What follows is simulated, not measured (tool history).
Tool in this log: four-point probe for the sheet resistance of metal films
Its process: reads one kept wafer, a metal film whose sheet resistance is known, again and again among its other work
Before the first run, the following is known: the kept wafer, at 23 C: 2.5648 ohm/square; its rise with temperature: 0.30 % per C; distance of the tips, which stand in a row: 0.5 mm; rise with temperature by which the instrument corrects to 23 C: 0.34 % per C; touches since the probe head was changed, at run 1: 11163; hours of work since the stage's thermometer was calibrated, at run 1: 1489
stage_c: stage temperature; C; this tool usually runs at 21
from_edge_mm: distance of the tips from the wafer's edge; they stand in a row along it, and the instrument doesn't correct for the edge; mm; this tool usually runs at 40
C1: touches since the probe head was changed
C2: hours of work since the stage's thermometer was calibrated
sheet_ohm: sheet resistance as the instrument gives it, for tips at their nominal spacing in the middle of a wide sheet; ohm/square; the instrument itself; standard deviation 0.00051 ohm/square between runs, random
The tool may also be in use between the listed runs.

run 1 day=0 | stage_c=21 from_edge_mm=40 | C1=11163 C2=1489 | sheet_ohm=2.560207
run 2 day=1.071 | stage_c=21 from_edge_mm=40 | C1=11991 C2=1508 | sheet_ohm=2.559553
run 3 day=1.858 | stage_c=22 from_edge_mm=40 | C1=12602 C2=1522 | sheet_ohm=2.55949
run 4 day=2.762 | stage_c=20 from_edge_mm=40 | C1=13299 C2=1539 | sheet_ohm=2.561024
run 5 day=3.738 | stage_c=21 from_edge_mm=40 | C1=14055 C2=1556 | sheet_ohm=2.560141
run 6 day=5.217 | stage_c=21 from_edge_mm=13 | C1=15200 C2=1583 | sheet_ohm=2.562246
run 7 day=6.908 | stage_c=21 from_edge_mm=8 | C1=16506 C2=1613 | sheet_ohm=2.564452
run 8 day=7.846 | stage_c=21 from_edge_mm=8 | C1=17233 C2=1630 | sheet_ohm=2.565672
run 9 day=8.771 | stage_c=21 from_edge_mm=40 | C1=17949 C2=1647 | sheet_ohm=2.559233
run 10 day=10.375 | stage_c=21 from_edge_mm=9 | C1=19190 C2=1675 | sheet_ohm=2.562982
run 11 day=11.279 | stage_c=21 from_edge_mm=9 | C1=19888 C2=1692 | sheet_ohm=2.563027
run 12 day=12.525 | stage_c=21 from_edge_mm=9 | C1=20854 C2=1714 | sheet_ohm=2.564054
run 13 day=13.317 | stage_c=28 from_edge_mm=47 | C1=21464 C2=1728 | sheet_ohm=2.550194
-- day=14.954 stage's thermometer calibrated
run 14 day=15.225 | stage_c=28 from_edge_mm=47 | C1=22926 C2=5 | sheet_ohm=2.548257
run 15 day=16.508 | stage_c=29 from_edge_mm=9 | C1=23917 C2=28 | sheet_ohm=2.551248
run 16 day=17.6 | stage_c=29 from_edge_mm=9 | C1=24761 C2=48 | sheet_ohm=2.552073
run 17 day=18.417 | stage_c=20 from_edge_mm=72 | C1=25395 C2=62 | sheet_ohm=2.557563
run 18 day=19.304 | stage_c=25 from_edge_mm=15 | C1=26080 C2=78 | sheet_ohm=2.553053
run 19 day=20.175 | stage_c=25 from_edge_mm=15 | C1=26754 C2=94 | sheet_ohm=2.552436
run 20 day=22.033 | stage_c=32 from_edge_mm=8 | C1=28193 C2=127 | sheet_ohm=2.548464
run 21 day=23.596 | stage_c=19 from_edge_mm=8 | C1=29400 C2=155 | sheet_ohm=2.563984
run 22 day=25.367 | stage_c=19 from_edge_mm=8 | C1=30770 C2=187 | sheet_ohm=2.563888
run 23 day=26.646 | stage_c=19 from_edge_mm=8 | C1=31762 C2=210 | sheet_ohm=2.563412
run 24 day=27.579 | stage_c=31 from_edge_mm=26 | C1=32484 C2=227 | sheet_ohm=2.545254

Forecast each of these 3 alternatives for the next run:
run A day=28.862 | stage_c=27 from_edge_mm=7 | C1=33476 C2=250 | sheet_ohm=?
run B day=28.862 | stage_c=31 from_edge_mm=10 | C1=33476 C2=250 | sheet_ohm=?
run C day=28.862 | stage_c=30 from_edge_mm=26 | C1=33476 C2=250 | sheet_ohm=?

run=A sheet_ohm=2.555559
run=B sheet_ohm=2.54761
run=C sheet_ohm=2.546663
Without the tool's unlogged condition, the same runs would have read:
run=A sheet_ohm=2.566844
run=B sheet_ohm=2.558862
run=C sheet_ohm=2.557911
